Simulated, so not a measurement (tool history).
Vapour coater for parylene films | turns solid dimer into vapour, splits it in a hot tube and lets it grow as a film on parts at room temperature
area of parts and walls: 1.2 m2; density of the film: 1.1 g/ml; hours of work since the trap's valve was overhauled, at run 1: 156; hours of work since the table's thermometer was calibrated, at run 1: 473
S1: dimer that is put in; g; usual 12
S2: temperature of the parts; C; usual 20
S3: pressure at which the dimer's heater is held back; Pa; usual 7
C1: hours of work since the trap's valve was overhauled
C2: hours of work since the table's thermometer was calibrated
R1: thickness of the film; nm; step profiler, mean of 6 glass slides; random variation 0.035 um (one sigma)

Run 1, hour 0: usual settings; C1 156; C2 473. Result: R1 6390 nm.
Run 2, hour 30.7: usual settings; C1 178; C2 495. Result: R1 6430 nm.
Run 3, hour 82.2: usual settings; C1 215; C2 532. Result: R1 6380 nm.
Run 4, hour 139.9: usual settings; C1 256; C2 573. Result: R1 6370 nm.
Run 5, hour 205.7: usual settings; C1 303; C2 620. Result: R1 6420 nm.
Run 6, hour 271: usual settings; C1 350; C2 667. Result: R1 6420 nm.
Run 7, hour 300.1: usual settings; C1 371; C2 688. Result: R1 6420 nm.
Run 8, hour 335.5: usual settings; C1 396; C2 713. Result: R1 6410 nm.
Run 9, hour 371.7: usual settings; C1 422; C2 739. Result: R1 6410 nm.
Run 10, hour 433.2: usual settings; C1 466; C2 783. Result: R1 6350 nm.
Run 11, hour 471.4: usual settings but S1 22 g, S3 4.53 Pa; C1 493; C2 811. Result: R1 12070 nm.
Run 12, hour 529.8: usual settings but S1 7 g, S2 13 C; C1 535; C2 852. Result: R1 4170 nm.
Run 13, hour 569.8: usual settings but S1 7 g, S2 13 C; C1 564; C2 881. Result: R1 4210 nm.
At hour 594.7: trap's valve overhauled.
Run 14, hour 617.9: usual settings but S2 23 C, S3 10.3 Pa; C1 17; C2 913. Result: R1 5960 nm.
At hour 670.4: table's thermometer calibrated.
Run 15, hour 685: usual settings but S1 22 g, S3 4.2 Pa; C1 64; C2 10. Result: R1 12180 nm.
Run 16, hour 738.8: usual settings but S1 7 g, S2 24 C; C1 103; C2 49. Result: R1 3500 nm.
Run 17, hour 803.9: usual settings but S1 19 g, S3 10.98 Pa; C1 149; C2 96. Result: R1 9720 nm.
Run 18, hour 853.6: usual settings but S1 11 g, S3 8.05 Pa; C1 185; C2 131. Result: R1 5840 nm.
Run 19, hour 919.6: usual settings but S1 11 g, S3 8.05 Pa; C1 232; C2 179. Result: R1 5760 nm.
Run 20, hour 972.6: usual settings but S1 18 g, S2 30 C, S3 8.05 Pa; C1 270; C2 217. Result: R1 7980 nm.

5 ways to go on from here, each from the tool as it stands after run 20. What would each give?
Run A, hour 1004.1: usual settings but S1 20 g, S3 9.12 Pa; C1 293; C2 239. Result: R1 ?.
Run B, hour 1004.1: usual settings but S1 5 g, S2 19 C, S3 6.43 Pa; C1 293; C2 239. Result: R1 ?.
Run C, hour 1004.1: usual settings but S1 18 g, S2 18 C, S3 8.22 Pa; C1 293; C2 239. Result: R1 ?.
Run D, hour 1004.1: usual settings but S2 30 C, S3 11.63 Pa; C1 293; C2 239. Result: R1 ?.
Run E, hour 1004.1: usual settings but S1 18 g, S2 14 C, S3 3.21 Pa; C1 293; C2 239. Result: R1 ?.

run     R1
  A  10520
  B   2720
  C   9740
  D   5200
  E  11280
Without the tool's hidden state the same runs would have given:
run     R1
  A  10530
  B   2730
  C   9750
  D   5210
  E  11290
